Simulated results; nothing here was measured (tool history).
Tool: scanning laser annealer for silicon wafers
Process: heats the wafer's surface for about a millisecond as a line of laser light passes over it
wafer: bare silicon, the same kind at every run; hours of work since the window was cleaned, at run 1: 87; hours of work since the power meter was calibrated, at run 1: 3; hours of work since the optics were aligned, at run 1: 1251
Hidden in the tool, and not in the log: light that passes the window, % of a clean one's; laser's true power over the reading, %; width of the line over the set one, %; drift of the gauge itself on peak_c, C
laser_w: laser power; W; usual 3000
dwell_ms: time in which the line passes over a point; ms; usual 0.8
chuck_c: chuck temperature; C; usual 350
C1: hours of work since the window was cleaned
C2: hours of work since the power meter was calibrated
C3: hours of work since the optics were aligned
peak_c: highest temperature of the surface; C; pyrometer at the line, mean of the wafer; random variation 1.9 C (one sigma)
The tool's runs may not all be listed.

Run 1, hour 0: usual settings; C1 87; C2 3; C3 1251. Result: peak_c 1072 C.
Run 2, hour 8.1: usual settings; C1 92; C2 8; C3 1255. Result: peak_c 1072 C.
Run 3, hour 19.3: usual settings but laser_w 2978 W; C1 98; C2 14; C3 1261. Result: peak_c 1064 C.
Run 4, hour 30.5: usual settings but laser_w 2978 W; C1 104; C2 20; C3 1267. Result: peak_c 1064 C.
Run 5, hour 40.4: usual settings but laser_w 2978 W; C1 110; C2 26; C3 1273. Result: peak_c 1063 C.
Run 6, hour 45.1: usual settings; C1 112; C2 28; C3 1276. Result: peak_c 1067 C.
Run 7, hour 56.3: usual settings; C1 118; C2 35; C3 1282. Result: peak_c 1067 C.
Run 8, hour 67.6: usual settings; C1 125; C2 41; C3 1288. Result: peak_c 1062 C.
Run 9, hour 78.7: usual settings; C1 131; C2 47; C3 1294. Result: peak_c 1065 C.
Run 10, hour 84.7: usual settings; C1 134; C2 50; C3 1297. Result: peak_c 1064 C.
Run 11, hour 94.3: usual settings; C1 139; C2 56; C3 1303. Result: peak_c 1064 C.
Run 12, hour 102.6: usual settings; C1 144; C2 60; C3 1307. Result: peak_c 1064 C.
Run 13, hour 110.1: usual settings; C1 148; C2 65; C3 1312. Result: peak_c 1063 C.
Run 14, hour 117.1: usual settings; C1 152; C2 68; C3 1315. Result: peak_c 1063 C.
Run 15, hour 123.4: usual settings but laser_w 3044 W; C1 156; C2 72; C3 1319. Result: peak_c 1074 C.
Run 16, hour 130.7: usual settings but laser_w 2598 W; C1 160; C2 76; C3 1323. Result: peak_c 956 C.
Run 17, hour 135.9: usual settings; C1 163; C2 79; C3 1326. Result: peak_c 1062 C.
Run 18, hour 145.6: usual settings but laser_w 2709 W; C1 168; C2 84; C3 1331. Result: peak_c 988 C.
Run 19, hour 154.4: usual settings but laser_w 2709 W; C1 173; C2 89; C3 1336. Result: peak_c 986 C.
Run 20, hour 160.5: usual settings but laser_w 3023 W, dwell_ms 0.93 ms; C1 176; C2 92; C3 1340. Result: peak_c 1116 C.
Run 21, hour 166.8: usual settings but laser_w 3023 W, dwell_ms 0.93 ms; C1 180; C2 96; C3 1343. Result: peak_c 1121 C.
Run 22, hour 171.8: usual settings but laser_w 3247 W, dwell_ms 0.876 ms, chuck_c 376 C; C1 182; C2 99; C3 1346. Result: peak_c 1183 C.
Run 23, hour 177.2: usual settings but laser_w 3247 W, dwell_ms 0.876 ms, chuck_c 376 C; C1 185; C2 102; C3 1349. Result: peak_c 1185 C.
Run 24, hour 184.4: usual settings but laser_w 3279 W, chuck_c 380 C; C1 189; C2 106; C3 1353. Result: peak_c 1159 C.
Run 25, hour 194.8: usual settings but laser_w 3279 W, chuck_c 377 C; C1 195; C2 112; C3 1359. Result: peak_c 1158 C.
Run 26, hour 205.5: usual settings but laser_w 2914 W, dwell_ms 0.923 ms, chuck_c 339 C; C1 201; C2 118; C3 1365. Result: peak_c 1068 C.
Run 27, hour 210.1: usual settings but laser_w 2914 W, dwell_ms 0.923 ms, chuck_c 339 C; C1 204; C2 120; C3 1367. Result: peak_c 1068 C.
Run 28, hour 216.5: usual settings but laser_w 3293 W, dwell_ms 0.736 ms, chuck_c 339 C; C1 207; C2 124; C3 1371. Result: peak_c 1088 C.
Run 29, hour 222.4: usual settings but laser_w 3293 W, dwell_ms 0.736 ms, chuck_c 339 C; C1 211; C2 127; C3 1374. Result: peak_c 1089 C.
Run 30, hour 230.8: usual settings but laser_w 3293 W, dwell_ms 0.736 ms, chuck_c 339 C; C1 215; C2 131; C3 1379. Result: peak_c 1088 C.
Run 31, hour 235.5: usual settings but dwell_ms 0.716 ms; C1 218; C2 134; C3 1381. Result: peak_c 1018 C.
Run 32, hour 242.9: usual settings but dwell_ms 0.716 ms; C1 222; C2 138; C3 1385. Result: peak_c 1017 C.
Run 33, hour 252.8: usual settings but dwell_ms 0.634 ms; C1 227; C2 144; C3 1391. Result: peak_c 979 C.
Run 34, hour 262.9: usual settings but laser_w 2880 W, dwell_ms 0.605 ms; C1 233; C2 149; C3 1396. Result: peak_c 938 C.
Run 35, hour 268.3: usual settings but laser_w 2880 W, dwell_ms 0.605 ms; C1 236; C2 152; C3 1399. Result: peak_c 939 C.
Run 36, hour 273.3: usual settings but laser_w 2880 W, dwell_ms 0.605 ms; C1 239; C2 155; C3 1402. Result: peak_c 939 C.
Run 37, hour 283: usual settings but laser_w 2877 W, dwell_ms 0.582 ms; C1 244; C2 160; C3 1408. Result: peak_c 929 C.
At hour 290.8: optics aligned, line set to its width.
Run 38, hour 292.7: usual settings but laser_w 2877 W, dwell_ms 0.688 ms; C1 247; C2 163; C3 1. Result: peak_c 993 C.

Forecast each of these 4 alternatives for the next run:
Run A, hour 303.4: usual settings but laser_w 2988 W, dwell_ms 0.688 ms, chuck_c 333 C; C1 253; C2 169; C3 7. Result: peak_c ?.
Run B, hour 303.4: usual settings but laser_w 2736 W, dwell_ms 0.938 ms, chuck_c 385 C; C1 253; C2 169; C3 7. Result: peak_c ?.
Run C, hour 303.4: usual settings but laser_w 2934 W, dwell_ms 0.995 ms, chuck_c 330 C; C1 253; C2 169; C3 7. Result: peak_c ?.
Run D, hour 303.4: usual settings but laser_w 2877 W, dwell_ms 0.716 ms; C1 253; C2 169; C3 7. Result: peak_c ?.

run  peak_c
  A     997
  B    1086
  C    1108
  D    1001
Without the tool's hidden state the same runs would have given:
run  peak_c
  A    1026
  B    1116
  C    1142
  D    1030

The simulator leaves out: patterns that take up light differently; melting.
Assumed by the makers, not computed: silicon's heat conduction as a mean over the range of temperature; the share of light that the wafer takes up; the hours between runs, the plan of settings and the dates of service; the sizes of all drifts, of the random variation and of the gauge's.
